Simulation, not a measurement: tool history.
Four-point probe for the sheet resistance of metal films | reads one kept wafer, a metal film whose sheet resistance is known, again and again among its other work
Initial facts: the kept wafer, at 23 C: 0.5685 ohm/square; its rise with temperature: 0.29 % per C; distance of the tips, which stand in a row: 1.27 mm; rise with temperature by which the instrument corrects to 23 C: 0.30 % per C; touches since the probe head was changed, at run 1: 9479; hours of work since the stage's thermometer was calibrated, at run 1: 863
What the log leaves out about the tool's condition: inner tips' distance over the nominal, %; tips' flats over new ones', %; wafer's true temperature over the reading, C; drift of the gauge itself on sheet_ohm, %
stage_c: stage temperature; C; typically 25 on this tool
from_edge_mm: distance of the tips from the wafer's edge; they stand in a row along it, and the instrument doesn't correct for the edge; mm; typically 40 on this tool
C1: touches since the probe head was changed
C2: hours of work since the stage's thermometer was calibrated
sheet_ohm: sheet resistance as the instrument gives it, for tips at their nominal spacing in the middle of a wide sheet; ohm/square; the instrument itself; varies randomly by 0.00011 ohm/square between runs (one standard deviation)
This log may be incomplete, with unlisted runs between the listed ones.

run 1 hour=0.0 | stage_c=25 from_edge_mm=40 | C1=9479 C2=863 | sheet_ohm=0.567750
run 2 hour=10.0 | stage_c=25 from_edge_mm=40 | C1=9862 C2=868 | sheet_ohm=0.567694
run 3 hour=25.6 | stage_c=25 from_edge_mm=40 | C1=10455 C2=877 | sheet_ohm=0.567949
run 4 hour=43.6 | stage_c=25 from_edge_mm=40 | C1=11141 C2=887 | sheet_ohm=0.567822
run 5 hour=55.4 | stage_c=19 from_edge_mm=40 | C1=11592 C2=894 | sheet_ohm=0.568212
run 6 hour=72.9 | stage_c=19 from_edge_mm=40 | C1=12257 C2=903 | sheet_ohm=0.568227
run 7 hour=83.6 | stage_c=25 from_edge_mm=8 | C1=12667 C2=909 | sheet_ohm=0.575265
run 8 hour=101.8 | stage_c=18 from_edge_mm=8 | C1=13360 C2=919 | sheet_ohm=0.575722
run 9 hour=114.3 | stage_c=18 from_edge_mm=8 | C1=13835 C2=926 | sheet_ohm=0.575665
run 10 hour=122.6 | stage_c=25 from_edge_mm=33 | C1=14154 C2=931 | sheet_ohm=0.568087
run 11 hour=135.5 | stage_c=25 from_edge_mm=33 | C1=14645 C2=938 | sheet_ohm=0.568331
run 12 hour=150.4 | stage_c=25 from_edge_mm=39 | C1=15212 C2=946 | sheet_ohm=0.568075
run 13 hour=158.8 | stage_c=25 from_edge_mm=40 | C1=15532 C2=951 | sheet_ohm=0.567927
run 14 hour=171.0 | stage_c=25 from_edge_mm=40 | C1=15999 C2=958 | sheet_ohm=0.568254
run 15 hour=183.3 | stage_c=33 from_edge_mm=40 | C1=16467 C2=965 | sheet_ohm=0.567944
run 16 hour=200.0 | stage_c=33 from_edge_mm=40 | C1=17104 C2=974 | sheet_ohm=0.567936
run 17 hour=217.4 | stage_c=33 from_edge_mm=40 | C1=17769 C2=984 | sheet_ohm=0.567568
run 18 hour=227.1 | stage_c=33 from_edge_mm=40 | C1=18137 C2=989 | sheet_ohm=0.567783
run 19 hour=238.7 | stage_c=33 from_edge_mm=40 | C1=18581 C2=996 | sheet_ohm=0.567814
run 20 hour=253.6 | stage_c=33 from_edge_mm=40 | C1=19150 C2=1004 | sheet_ohm=0.567769
run 21 hour=270.5 | stage_c=25 from_edge_mm=40 | C1=19791 C2=1013 | sheet_ohm=0.568471
-- hour=272.5 stage's thermometer calibrated
run 22 hour=287.0 | stage_c=25 from_edge_mm=40 | C1=20404 C2=8 | sheet_ohm=0.567988
run 23 hour=297.4 | stage_c=33 from_edge_mm=40 | C1=20800 C2=14 | sheet_ohm=0.567713
run 24 hour=312.5 | stage_c=33 from_edge_mm=40 | C1=21373 C2=22 | sheet_ohm=0.567677

Run 25 has not been measured yet. What should we expect?
run 25 hour=330.2 | stage_c=19 from_edge_mm=21 | C1=22048 C2=32 | sheet_ohm=?

Run 25 produced sheet_ohm 0.569461 ohm/square.
With the hidden condition absent and the run-to-run variation left alone, this run would have shown sheet_ohm 0.570017 ohm/square.

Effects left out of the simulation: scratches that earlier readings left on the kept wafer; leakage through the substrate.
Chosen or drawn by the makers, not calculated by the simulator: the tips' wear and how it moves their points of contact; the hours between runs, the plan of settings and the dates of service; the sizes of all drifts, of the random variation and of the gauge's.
